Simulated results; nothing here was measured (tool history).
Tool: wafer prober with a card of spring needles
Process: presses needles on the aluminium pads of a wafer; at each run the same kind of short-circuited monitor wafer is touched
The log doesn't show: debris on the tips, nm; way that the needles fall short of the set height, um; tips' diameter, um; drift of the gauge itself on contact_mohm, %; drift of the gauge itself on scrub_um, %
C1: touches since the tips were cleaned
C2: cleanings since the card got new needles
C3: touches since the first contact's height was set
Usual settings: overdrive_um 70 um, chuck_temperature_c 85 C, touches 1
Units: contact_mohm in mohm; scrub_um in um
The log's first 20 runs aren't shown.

-- day=11.821 tips cleaned on abrasive film
run 21 day=12.121 | overdrive_um=54 chuck_temperature_c=36 touches=2 | C1=3191 C2=85 C3=143631 | contact_mohm=111 scrub_um=12.83
-- day=12.179 tips cleaned on abrasive film
-- day=12.533 tips cleaned on abrasive film
-- day=12.883 tips cleaned on abrasive film
run 22 day=12.925 | overdrive_um=54 chuck_temperature_c=36 touches=2 | C1=464 C2=88 C3=152060 | contact_mohm=112 scrub_um=12.79
-- day=13.296 tips cleaned on abrasive film
run 23 day=13.404 | overdrive_um=59 chuck_temperature_c=58 touches=2 | C1=1174 C2=89 C3=157128 | contact_mohm=114 scrub_um=14.10
-- day=13.662 tips cleaned on abrasive film
run 24 day=13.883 | overdrive_um=70 chuck_temperature_c=58 touches=1 | C1=2334 C2=90 C3=162163 | contact_mohm=110 scrub_um=16.72
-- day=14.033 tips cleaned on abrasive film
-- day=14.433 tips cleaned on abrasive film
run 25 day=14.529 | overdrive_um=53 chuck_temperature_c=85 touches=1 | C1=996 C2=92 C3=168950 | contact_mohm=119 scrub_um=12.68
-- day=14.796 tips cleaned on abrasive film
run 26 day=15.054 | overdrive_um=53 chuck_temperature_c=85 touches=1 | C1=2749 C2=93 C3=174489 | contact_mohm=118 scrub_um=12.61
-- day=15.146 tips cleaned on abrasive film
-- day=15.533 tips cleaned on abrasive film
run 27 day=15.592 | overdrive_um=53 chuck_temperature_c=114 touches=2 | C1=631 C2=95 C3=180167 | contact_mohm=122 scrub_um=12.65
-- day=15.938 tips cleaned on abrasive film
run 28 day=15.958 | overdrive_um=53 chuck_temperature_c=114 touches=2 | C1=223 C2=96 C3=184015 | contact_mohm=123 scrub_um=12.63
-- day=16.304 tips cleaned on abrasive film
run 29 day=16.350 | overdrive_um=66 chuck_temperature_c=37 touches=2 | C1=512 C2=97 C3=188136 | contact_mohm=109 scrub_um=15.73
-- day=16.675 tips cleaned on abrasive film
-- day=17.058 tips cleaned on abrasive film
run 30 day=17.167 | overdrive_um=70 chuck_temperature_c=48 touches=2 | C1=1183 C2=99 C3=196747 | contact_mohm=110 scrub_um=16.63
-- day=17.442 tips cleaned on abrasive film
run 31 day=17.542 | overdrive_um=70 chuck_temperature_c=89 touches=1 | C1=1085 C2=100 C3=200697 | contact_mohm=115 scrub_um=16.66

3 ways to go on from here, each from the tool as it stands after run 31. What would each give?
-- day=17.804 tips cleaned on abrasive film
run A day=17.917 | overdrive_um=55 chuck_temperature_c=57 touches=1 | C1=1210 C2=101 C3=204654 | contact_mohm=? scrub_um=?
-- day=17.804 tips cleaned on abrasive film
run B day=17.917 | overdrive_um=80 chuck_temperature_c=89 touches=2 | C1=1210 C2=101 C3=204654 | contact_mohm=? scrub_um=?
-- day=17.804 tips cleaned on abrasive film
run C day=17.917 | overdrive_um=52 chuck_temperature_c=85 touches=2 | C1=1210 C2=101 C3=204654 | contact_mohm=? scrub_um=?

run=A contact_mohm=114 scrub_um=13.04
run=B contact_mohm=116 scrub_um=18.98
run=C contact_mohm=117 scrub_um=12.33
Without the tool's hidden state the same runs would have given:
run=A contact_mohm=113 scrub_um=13.04
run=B contact_mohm=115 scrub_um=18.98
run=C contact_mohm=117 scrub_um=12.33
